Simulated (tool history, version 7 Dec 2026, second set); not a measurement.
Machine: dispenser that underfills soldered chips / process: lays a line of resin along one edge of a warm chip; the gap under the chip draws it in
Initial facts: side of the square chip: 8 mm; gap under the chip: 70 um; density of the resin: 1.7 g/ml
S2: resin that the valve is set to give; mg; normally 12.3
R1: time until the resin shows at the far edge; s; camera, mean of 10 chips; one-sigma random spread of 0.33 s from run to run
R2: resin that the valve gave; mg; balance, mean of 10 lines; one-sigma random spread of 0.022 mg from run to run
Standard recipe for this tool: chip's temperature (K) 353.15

run 1 hour=0.0 | chip's_temperature_(K)=353.15 S2=12.3 | R1=22.1 R2=12.26
run 2 hour=3.7 | chip's_temperature_(K)=353.15 S2=12.3 | R1=25.1 R2=12.19
-- hour=6.2 new syringe of resin
run 3 hour=10.8 | chip's_temperature_(K)=353.15 S2=12.3 | R1=17.5 R2=12.21
run 4 hour=17.2 | chip's_temperature_(K)=353.15 S2=12.3 | R1=21.9 R2=12.21
run 5 hour=23.3 | chip's_temperature_(K)=353.15 S2=12.3 | R1=26.9 R2=12.16
-- hour=24.1 new syringe of resin
run 6 hour=27.5 | chip's_temperature_(K)=353.15 S2=12.3 | R1=16.6 R2=12.11
run 7 hour=33.5 | chip's_temperature_(K)=353.15 S2=13.4 | R1=20.4 R2=13.22
run 8 hour=39.9 | chip's_temperature_(K)=353.15 S2=12.3 | R1=26.0 R2=12.09
-- hour=41.9 new syringe of resin
run 9 hour=43.2 | chip's_temperature_(K)=353.15 S2=12.3 | R1=15.5 R2=12.09
run 10 hour=48.8 | chip's_temperature_(K)=353.15 S2=12.3 | R1=19.2 R2=12.07
run 11 hour=52.5 | chip's_temperature_(K)=353.15 S2=12.3 | R1=22.3 R2=12.06
run 12 hour=58.3 | chip's_temperature_(K)=363.15 S2=12.3 | R1=18.0 R2=12.02
-- hour=59.6 new syringe of resin
run 13 hour=62.9 | chip's_temperature_(K)=363.15 S2=12.3 | R1=11.2 R2=12.02
run 14 hour=68.9 | chip's_temperature_(K)=353.15 S2=12.3 | R1=20.8 R2=11.99
run 15 hour=72.1 | chip's_temperature_(K)=353.15 S2=12.3 | R1=22.9 R2=11.98
-- hour=77.3 new syringe of resin
run 16 hour=77.5 | chip's_temperature_(K)=353.15 S2=12.3 | R1=14.5 R2=11.95
-- hour=80.0 dispensing valve cleaned and set on the balance
run 17 hour=83.4 | chip's_temperature_(K)=353.15 S2=14.3 | R1=18.1 R2=14.23
run 18 hour=89.7 | chip's_temperature_(K)=353.15 S2=14.3 | R1=22.4 R2=14.26
run 19 hour=94.1 | chip's_temperature_(K)=353.15 S2=14.3 | R1=26.7 R2=14.19
-- hour=96.0 new syringe of resin
run 20 hour=99.4 | chip's_temperature_(K)=340.15 S2=15.0 | R1=30.2 R2=14.84
run 21 hour=104.7 | chip's_temperature_(K)=345.15 S2=11.9 | R1=29.9 R2=11.74
run 22 hour=109.7 | chip's_temperature_(K)=345.15 S2=11.9 | R1=36.2 R2=11.69
run 23 hour=112.5 | chip's_temperature_(K)=339.15 S2=14.1 | R1=49.8 R2=13.94
-- hour=113.4 new syringe of resin
run 24 hour=118.3 | chip's_temperature_(K)=339.15 S2=14.1 | R1=32.7 R2=13.85
run 25 hour=122.3 | chip's_temperature_(K)=339.15 S2=14.1 | R1=38.9 R2=13.87
run 26 hour=127.7 | chip's_temperature_(K)=358.15 S2=14.0 | R1=20.9 R2=13.79
-- hour=130.9 new syringe of resin
run 27 hour=132.2 | chip's_temperature_(K)=358.15 S2=14.0 | R1=12.6 R2=13.75
run 28 hour=135.8 | chip's_temperature_(K)=356.15 S2=16.0 | R1=15.8 R2=15.73
run 29 hour=142.6 | chip's_temperature_(K)=358.15 S2=10.7 | R1=19.4 R2=10.47
run 30 hour=146.4 | chip's_temperature_(K)=358.15 S2=10.7 | R1=22.0 R2=10.46
-- hour=148.4 new syringe of resin
run 31 hour=149.8 | chip's_temperature_(K)=340.15 S2=15.9 | R1=27.5 R2=15.55
run 32 hour=154.5 | chip's_temperature_(K)=361.15 S2=11.2 | R1=14.6 R2=10.94
run 33 hour=159.3 | chip's_temperature_(K)=343.15 S2=12.8 | R1=35.0 R2=12.45
run 34 hour=163.1 | chip's_temperature_(K)=340.15 S2=10.5 | R1=47.5 R2=10.22
-- hour=166.2 new syringe of resin
run 35 hour=168.8 | chip's_temperature_(K)=352.15 S2=11.5 | R1=18.4 R2=11.19
run 36 hour=172.9 | chip's_temperature_(K)=363.15 S2=11.5 | R1=12.7 R2=11.16

Alternative continuations, all from the tool just after run 36; predict every row:
run A hour=178.4 | chip's_temperature_(K)=364.15 S2=14.1 | R1=? R2=?
run B hour=178.4 | chip's_temperature_(K)=353.15 S2=11.5 | R1=? R2=?
run C hour=178.4 | chip's_temperature_(K)=355.15 S2=14.9 | R1=? R2=?

run=A R1=15.0 R2=13.67
run=B R1=23.8 R2=11.17
run=C R1=21.8 R2=14.45
Without the tool's hidden state the same runs would have given:
run=A R1=8.8 R2=14.10
run=B R1=14.0 R2=11.52
run=C R1=13.0 R2=14.91

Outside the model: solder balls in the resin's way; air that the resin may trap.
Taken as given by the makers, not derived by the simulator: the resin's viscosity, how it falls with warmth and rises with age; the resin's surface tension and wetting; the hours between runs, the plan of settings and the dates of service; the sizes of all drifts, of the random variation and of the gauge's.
